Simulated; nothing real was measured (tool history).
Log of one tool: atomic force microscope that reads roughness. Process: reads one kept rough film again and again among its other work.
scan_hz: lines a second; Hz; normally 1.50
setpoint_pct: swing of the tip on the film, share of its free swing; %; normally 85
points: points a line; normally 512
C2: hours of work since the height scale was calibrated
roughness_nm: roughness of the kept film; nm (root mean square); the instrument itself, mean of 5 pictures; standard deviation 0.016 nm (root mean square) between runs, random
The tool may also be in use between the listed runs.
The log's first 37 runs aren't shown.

run 38 day=92.333 | scan_hz=0.72 setpoint_pct=76 points=510 | pictures_with_this_tip=196 C2=1380 | roughness_nm=4.000
run 39 day=94.458 | scan_hz=1.26 setpoint_pct=58 points=769 | pictures_with_this_tip=284 C2=1410 | roughness_nm=4.075
run 40 day=96.617 | scan_hz=1.50 setpoint_pct=58 points=322 | pictures_with_this_tip=374 C2=1440 | roughness_nm=4.036
-- day=97.338 new tip fitted
run 41 day=99.467 | scan_hz=1.50 setpoint_pct=87 points=323 | pictures_with_this_tip=89 C2=1480 | roughness_nm=3.721
run 42 day=101.554 | scan_hz=1.50 setpoint_pct=87 points=323 | pictures_with_this_tip=176 C2=1510 | roughness_nm=3.717
run 43 day=103.346 | scan_hz=1.50 setpoint_pct=87 points=323 | pictures_with_this_tip=250 C2=1535 | roughness_nm=3.712
run 44 day=105.112 | scan_hz=1.95 setpoint_pct=63 points=512 | pictures_with_this_tip=324 C2=1560 | roughness_nm=3.973
run 45 day=106.600 | scan_hz=1.95 setpoint_pct=63 points=512 | pictures_with_this_tip=385 C2=1581 | roughness_nm=3.954
-- day=107.246 new tip fitted
run 46 day=109.362 | scan_hz=2.78 setpoint_pct=89 points=512 | pictures_with_this_tip=89 C2=1620 | roughness_nm=3.336
run 47 day=112.658 | scan_hz=1.50 setpoint_pct=85 points=424 | pictures_with_this_tip=226 C2=1666 | roughness_nm=3.726
run 48 day=114.842 | scan_hz=1.50 setpoint_pct=85 points=424 | pictures_with_this_tip=317 C2=1697 | roughness_nm=3.737
run 49 day=116.662 | scan_hz=1.50 setpoint_pct=85 points=535 | pictures_with_this_tip=392 C2=1723 | roughness_nm=3.731
-- day=116.996 new tip fitted
run 50 day=118.988 | scan_hz=0.51 setpoint_pct=86 points=572 | pictures_with_this_tip=83 C2=1755 | roughness_nm=4.007
run 51 day=120.983 | scan_hz=0.51 setpoint_pct=86 points=572 | pictures_with_this_tip=166 C2=1783 | roughness_nm=4.007

3 options for the next run, each taken on its own from the tool as it stands now. Forecast them:
run A day=124.062 | scan_hz=0.51 setpoint_pct=78 points=572 | pictures_with_this_tip=294 C2=1827 | roughness_nm=?
run B day=124.062 | scan_hz=0.51 setpoint_pct=62 points=572 | pictures_with_this_tip=294 C2=1827 | roughness_nm=?
run C day=124.062 | scan_hz=3.07 setpoint_pct=81 points=572 | pictures_with_this_tip=294 C2=1827 | roughness_nm=?

run=A roughness_nm=4.043
run=B roughness_nm=4.078
run=C roughness_nm=3.518
What these runs would have given with no unlogged condition in the tool:
run=A roughness_nm=4.056
run=B roughness_nm=4.091
run=C roughness_nm=3.529

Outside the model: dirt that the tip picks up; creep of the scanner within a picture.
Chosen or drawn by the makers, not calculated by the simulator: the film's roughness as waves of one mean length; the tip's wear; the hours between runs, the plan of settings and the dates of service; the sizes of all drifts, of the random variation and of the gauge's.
